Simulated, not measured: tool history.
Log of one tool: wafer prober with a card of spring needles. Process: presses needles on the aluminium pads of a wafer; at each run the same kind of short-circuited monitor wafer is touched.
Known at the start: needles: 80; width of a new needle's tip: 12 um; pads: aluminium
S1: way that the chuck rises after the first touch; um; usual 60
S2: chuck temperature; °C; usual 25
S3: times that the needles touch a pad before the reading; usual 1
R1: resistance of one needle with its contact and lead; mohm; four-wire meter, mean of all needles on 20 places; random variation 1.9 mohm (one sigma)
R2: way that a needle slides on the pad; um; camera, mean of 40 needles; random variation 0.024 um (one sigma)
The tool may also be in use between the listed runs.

run,day,S1,S2,S3,R1,R2
1,0.000,60,25,1,248,7.15
# day 0.283: tips cleaned on abrasive film
2,0.350,60,25,1,338,7.23
# day 0.696: tips cleaned on abrasive film
3,0.704,60,25,1,218,7.18
# day 1.100: tips cleaned on abrasive film
4,1.129,60,25,1,219,7.14
# day 1.508: tips cleaned on abrasive film
5,1.542,60,25,1,224,7.20
6,1.796,60,25,1,298,7.11
# day 1.921: tips cleaned on abrasive film
7,2.121,60,25,1,270,7.11
8,2.308,60,49,1,302,7.16
# day 2.350: tips cleaned on abrasive film
9,2.554,60,49,1,276,7.13
# day 2.629: tips cleaned on abrasive film, once more
10,2.996,60,57,1,307,7.05
# day 3.025: tips cleaned on abrasive film
11,3.242,60,57,1,283,7.09
# day 3.425: tips cleaned on abrasive film
12,3.517,74,57,1,241,8.78
13,3.742,53,25,1,328,6.28
# day 3.825: tips cleaned on abrasive film
14,4.179,66,48,1,291,7.81
# day 4.217: tips cleaned on abrasive film
15,4.446,60,88,2,261,7.03
# day 4.612: tips cleaned on abrasive film
16,4.783,60,88,2,254,7.05
# day 5.017: tips cleaned on abrasive film
17,5.050,47,28,1,254,5.43
# day 5.408: tips cleaned on abrasive film
18,5.488,60,29,1,253,6.99

Some steps in R1 between neighbouring runs. How much of each would the tool show without its hidden state too (settings, what came in, random variation), and how much is left for the hidden state, with any gauge scatter that isn't in both results?
The hidden state here: debris on the tips, nm; way that the needles fall short of the set height, um; tips' diameter, um; drift of the gauge itself on contact_mohm, %; drift of the gauge itself on scrub_um, %.
Run 2 -> 3: tips cleaned on abrasive film. R1 -120 mohm: hidden state -124, all else +4.

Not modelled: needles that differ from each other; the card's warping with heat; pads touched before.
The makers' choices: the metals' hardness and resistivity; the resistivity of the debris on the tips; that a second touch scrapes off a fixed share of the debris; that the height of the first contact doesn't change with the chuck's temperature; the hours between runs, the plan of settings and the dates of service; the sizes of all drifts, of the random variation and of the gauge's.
